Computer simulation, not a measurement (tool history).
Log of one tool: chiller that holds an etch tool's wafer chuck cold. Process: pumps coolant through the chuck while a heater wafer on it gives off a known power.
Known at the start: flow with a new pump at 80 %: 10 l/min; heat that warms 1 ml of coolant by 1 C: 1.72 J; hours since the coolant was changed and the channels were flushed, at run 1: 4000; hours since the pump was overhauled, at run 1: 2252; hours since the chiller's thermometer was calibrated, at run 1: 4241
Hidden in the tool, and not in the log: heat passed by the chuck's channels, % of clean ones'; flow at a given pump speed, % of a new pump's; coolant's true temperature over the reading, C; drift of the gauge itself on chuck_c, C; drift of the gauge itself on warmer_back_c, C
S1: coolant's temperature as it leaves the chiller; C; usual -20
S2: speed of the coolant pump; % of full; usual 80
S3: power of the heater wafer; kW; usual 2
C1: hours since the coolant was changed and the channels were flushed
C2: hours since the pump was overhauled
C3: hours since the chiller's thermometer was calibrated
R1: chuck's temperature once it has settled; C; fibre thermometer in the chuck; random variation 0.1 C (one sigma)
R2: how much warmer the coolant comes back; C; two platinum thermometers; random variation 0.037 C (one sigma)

{"run": 1, "day": 0.0, "S1": -20, "S2": 80, "S3": 2, "C1": 4000, "C2": 2252, "C3": 4241, "R1": -3.4, "R2": 7.01}
{"run": 2, "day": 1.783, "S1": -20, "S2": 80, "S3": 1.546, "C1": 4043, "C2": 2295, "C3": 4283, "R1": -7, "R2": 5.46}
{"run": 3, "day": 3.175, "S1": -20, "S2": 80, "S3": 1.546, "C1": 4076, "C2": 2328, "C3": 4317, "R1": -7.1, "R2": 5.44}
{"run": 4, "day": 4.258, "S1": -20, "S2": 80, "S3": 1.546, "C1": 4102, "C2": 2354, "C3": 4343, "R1": -7.1, "R2": 5.42}
{"run": 5, "day": 6.158, "S1": -20, "S2": 61, "S3": 2, "C1": 4148, "C2": 2400, "C3": 4388, "R1": 1.2, "R2": 9.61}
{"run": 6, "day": 7.971, "S1": -20, "S2": 61, "S3": 1.629, "C1": 4191, "C2": 2443, "C3": 4432, "R1": -2.7, "R2": 7.78}
{"run": 7, "day": 9.925, "S1": -20, "S2": 61, "S3": 1.629, "C1": 4238, "C2": 2490, "C3": 4479, "R1": -2.9, "R2": 7.87}
{"day": 10.433, "done": "chiller's thermometer calibrated"}
{"run": 8, "day": 11.058, "S1": -20, "S2": 61, "S3": 1.629, "C1": 4265, "C2": 2516, "C3": 15, "R1": -2.7, "R2": 7.8}
{"run": 9, "day": 12.179, "S1": -20, "S2": 80, "S3": 2, "C1": 4291, "C2": 2543, "C3": 42, "R1": -3.1, "R2": 7.04}
{"run": 10, "day": 13.35, "S1": -20, "S2": 80, "S3": 2, "C1": 4320, "C2": 2571, "C3": 70, "R1": -3.3, "R2": 7.05}
{"run": 11, "day": 14.971, "S1": -20, "S2": 80, "S3": 2, "C1": 4358, "C2": 2610, "C3": 109, "R1": -3.3, "R2": 7.02}
{"run": 12, "day": 16.062, "S1": -20, "S2": 80, "S3": 2, "C1": 4385, "C2": 2636, "C3": 135, "R1": -3.1, "R2": 7.15}
{"day": 17.242, "done": "chiller's thermometer calibrated, once more"}
{"run": 13, "day": 18.104, "S1": -20, "S2": 80, "S3": 2, "C1": 4433, "C2": 2684, "C3": 21, "R1": -2.7, "R2": 7.04}
{"run": 14, "day": 19.183, "S1": -20, "S2": 80, "S3": 2, "C1": 4459, "C2": 2710, "C3": 47, "R1": -2.5, "R2": 7.09}
{"run": 15, "day": 21.346, "S1": -11, "S2": 80, "S3": 2, "C1": 4511, "C2": 2762, "C3": 98, "R1": 6.5, "R2": 7.01}
{"run": 16, "day": 22.833, "S1": -20, "S2": 80, "S3": 2, "C1": 4546, "C2": 2798, "C3": 134, "R1": -2.6, "R2": 7.15}
{"run": 17, "day": 25.083, "S1": -20, "S2": 80, "S3": 2, "C1": 4600, "C2": 2852, "C3": 188, "R1": -2.6, "R2": 7.07}
{"run": 18, "day": 26.183, "S1": -27, "S2": 80, "S3": 2, "C1": 4627, "C2": 2878, "C3": 215, "R1": -9.5, "R2": 7.04}
{"run": 19, "day": 27.783, "S1": -19, "S2": 80, "S3": 1.238, "C1": 4665, "C2": 2917, "C3": 253, "R1": -8.3, "R2": 4.34}
{"run": 20, "day": 29.45, "S1": -15, "S2": 80, "S3": 2.832, "C1": 4705, "C2": 2957, "C3": 293, "R1": 9.7, "R2": 10.02}
{"run": 21, "day": 31.196, "S1": -15, "S2": 80, "S3": 2.832, "C1": 4747, "C2": 2999, "C3": 335, "R1": 9.8, "R2": 10.02}
{"run": 22, "day": 33.483, "S1": -15, "S2": 80, "S3": 2.832, "C1": 4802, "C2": 3054, "C3": 390, "R1": 9.8, "R2": 10.03}
{"run": 23, "day": 34.529, "S1": -20, "S2": 73, "S3": 2, "C1": 4827, "C2": 3079, "C3": 415, "R1": -1, "R2": 7.87}
{"run": 24, "day": 36.075, "S1": -20, "S2": 79, "S3": 1.478, "C1": 4864, "C2": 3116, "C3": 452, "R1": -6.9, "R2": 5.27}
{"run": 25, "day": 37.462, "S1": -30, "S2": 63, "S3": 1.072, "C1": 4897, "C2": 3149, "C3": 485, "R1": -18.4, "R2": 5.01}
{"run": 26, "day": 38.979, "S1": -20, "S2": 66, "S3": 2, "C1": 4934, "C2": 3185, "C3": 522, "R1": 0.6, "R2": 8.87}
{"run": 27, "day": 40.129, "S1": -20, "S2": 84, "S3": 1.906, "C1": 4961, "C2": 3213, "C3": 549, "R1": -3.9, "R2": 6.43}
{"run": 28, "day": 41.662, "S1": -20, "S2": 84, "S3": 1.906, "C1": 4998, "C2": 3250, "C3": 586, "R1": -4.1, "R2": 6.36}
{"run": 29, "day": 42.954, "S1": -25, "S2": 84, "S3": 2.611, "C1": 5029, "C2": 3281, "C3": 617, "R1": -3, "R2": 8.78}
{"run": 30, "day": 45.254, "S1": -20, "S2": 67, "S3": 2.239, "C1": 5084, "C2": 3336, "C3": 672, "R1": 2.8, "R2": 9.77}
{"run": 31, "day": 46.292, "S1": -20, "S2": 67, "S3": 2.239, "C1": 5109, "C2": 3361, "C3": 697, "R1": 3.2, "R2": 9.73}

Hidden state or all else? Some run-to-run changes of R1, split into what the settings, what came in and random variation would give without the hidden state, and what is left for the hidden state (with any gauge scatter that isn't in both results):
Run 19 -> 20: S1 -19 -> -15, S3 1.238 -> 2.832. R1 +18 C: hidden state +1.6, all else +16.4.
Run 24 -> 25: S1 -20 -> -30, S2 79 -> 63, S3 1.478 -> 1.072. R1 -11.5 C: hidden state -0.1, all else -11.4.
Run 25 -> 26: S1 -30 -> -20, S2 63 -> 66, S3 1.072 -> 2. R1 +19 C: hidden state +1, all else +18.
Run 28 -> 29: S1 -20 -> -25, S3 1.906 -> 2.611. R1 +1.1 C: hidden state +0.8, all else +0.3.

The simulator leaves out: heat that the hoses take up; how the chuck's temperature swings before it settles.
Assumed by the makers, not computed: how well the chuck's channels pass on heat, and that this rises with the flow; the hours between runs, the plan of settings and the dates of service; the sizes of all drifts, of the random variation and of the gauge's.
